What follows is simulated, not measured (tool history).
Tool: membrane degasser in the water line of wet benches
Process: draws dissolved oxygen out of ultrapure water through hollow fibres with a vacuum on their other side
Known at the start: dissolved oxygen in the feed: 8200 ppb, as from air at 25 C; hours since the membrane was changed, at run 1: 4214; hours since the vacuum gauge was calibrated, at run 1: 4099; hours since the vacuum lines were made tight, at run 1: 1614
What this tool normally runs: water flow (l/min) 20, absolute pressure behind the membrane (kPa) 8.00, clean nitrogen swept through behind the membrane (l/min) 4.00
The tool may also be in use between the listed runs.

| run | day | water flow (l/min) | absolute pressure behind the membrane (kPa) | clean nitrogen swept through behind the membrane (l/min) | hours since the membrane was changed | hours since the vacuum gauge was calibrated | hours since the vacuum lines were made tight | dissolved oxygen in the water behind the degasser (ppb) | pressure that the water loses in the fibres (kPa) |
|---|---|---|---|---|---|---|---|---|---|
| 1 | 0.000 | 20 | 8.00 | 4.00 | 4214 | 4099 | 1614 | 60.5 | 48.47 |
| 2 | 4.446 | 20 | 8.00 | 4.00 | 4321 | 4205 | 1720 | 59.9 | 48.79 |
| 3 | 8.975 | 20 | 8.00 | 4.00 | 4429 | 4314 | 1829 | 61.2 | 48.42 |
| 4 | 13.529 | 20 | 8.00 | 4.00 | 4539 | 4424 | 1938 | 61.5 | 48.58 |
| 5 | 17.571 | 20 | 8.00 | 4.00 | 4636 | 4521 | 2035 | 60.6 | 48.71 |
| 6 | 20.621 | 21 | 8.00 | 4.00 | 4709 | 4594 | 2109 | 64.2 | 50.76 |
| 7 | 23.679 | 21 | 8.00 | 4.00 | 4782 | 4667 | 2182 | 63.8 | 50.88 |
| 8 | 27.250 | 21 | 8.00 | 4.00 | 4868 | 4753 | 2268 | 64.2 | 50.53 |
| 9 | 29.304 | 20 | 8.00 | 5.24 | 4917 | 4802 | 2317 | 47.6 | 48.21 |
| 10 | 33.629 | 20 | 8.00 | 4.00 | 5021 | 4906 | 2421 | 60.3 | 48.09 |
| 11 | 36.333 | 20 | 8.00 | 4.00 | 5086 | 4971 | 2486 | 61.3 | 47.96 |
| 12 | 38.671 | 20 | 8.00 | 4.00 | 5142 | 5027 | 2542 | 61.8 | 48.52 |
| 13 | 42.275 | 20 | 8.00 | 4.00 | 5229 | 5113 | 2628 | 61.1 | 47.77 |
| 14 | 44.612 | 20 | 8.00 | 4.00 | 5285 | 5170 | 2684 | 61.0 | 47.37 |
|  | 44.912 | vacuum gauge calibrated |
| 15 | 47.188 | 20 | 8.00 | 4.00 | 5346 | 55 | 2746 | 61.1 | 47.73 |
| 16 | 50.150 | 20 | 12.58 | 4.00 | 5417 | 126 | 2817 | 113.9 | 47.96 |
| 17 | 52.633 | 20 | 17.66 | 4.00 | 5477 | 185 | 2876 | 174.3 | 48.34 |
| 18 | 56.812 | 24 | 14.53 | 1.79 | 5577 | 286 | 2977 | 346.3 | 57.23 |
| 19 | 59.171 | 16 | 8.00 | 4.00 | 5634 | 342 | 3033 | 46.9 | 38.03 |
| 20 | 61.617 | 16 | 9.73 | 2.17 | 5692 | 401 | 3092 | 115.6 | 38.07 |
|  | 64.342 | seals of the vacuum lines changed |
| 21 | 65.429 | 16 | 9.73 | 2.17 | 5782 | 490 | 26 | 116.8 | 37.85 |
| 22 | 69.912 | 16 | 11.19 | 2.67 | 5890 | 598 | 134 | 116.1 | 37.74 |
| 23 | 72.708 | 22 | 11.19 | 2.36 | 5957 | 665 | 201 | 177.7 | 52.11 |
| 24 | 75.888 | 17 | 11.19 | 2.87 | 6033 | 741 | 277 | 113.9 | 40.48 |
|  | 77.158 | gauge calibrated |
| 25 | 78.588 | 17 | 11.19 | 2.87 | 6098 | 806 | 342 | 115.3 | 41.25 |
| 26 | 83.162 | 24 | 8.01 | 4.92 | 6208 | 916 | 452 | 62.2 | 58.41 |
| 27 | 86.912 | 20 | 8.00 | 11.09 | 6298 | 1006 | 542 | 23.6 | 48.33 |
| 28 | 89.071 | 20 | 8.00 | 11.09 | 6349 | 1058 | 594 | 23.2 | 48.40 |
| 29 | 93.600 | 20 | 8.00 | 11.09 | 6458 | 1167 | 702 | 24.0 | 48.41 |
| 30 | 96.788 | 27 | 8.00 | 4.00 | 6535 | 1243 | 779 | 89.8 | 65.53 |
| 31 | 99.471 | 27 | 8.00 | 4.00 | 6599 | 1307 | 843 | 88.1 | 65.18 |

Forecast each of these 3 alternatives for the next run:
| A | 102.867 | 20 | 8.00 | 11.92 | 6680 | 1389 | 925 | ? | ? |
| B | 102.867 | 27 | 10.47 | 2.75 | 6680 | 1389 | 925 | ? | ? |
| C | 102.867 | 17 | 13.12 | 4.00 | 6680 | 1389 | 925 | ? | ? |

| run | dissolved oxygen in the water behind the degasser (ppb) | pressure that the water loses in the fibres (kPa) |
|---|---|---|
| A | 22.9 | 48.16 |
| B | 176.9 | 65.17 |
| C | 103.5 | 40.97 |
What these runs would have given with no unlogged condition in the tool:
| run | dissolved oxygen in the water behind the degasser (ppb) | pressure that the water loses in the fibres (kPa) |
|---|---|---|
| A | 22.8 | 48.54 |
| B | 176.7 | 65.68 |
| C | 103.4 | 41.29 |
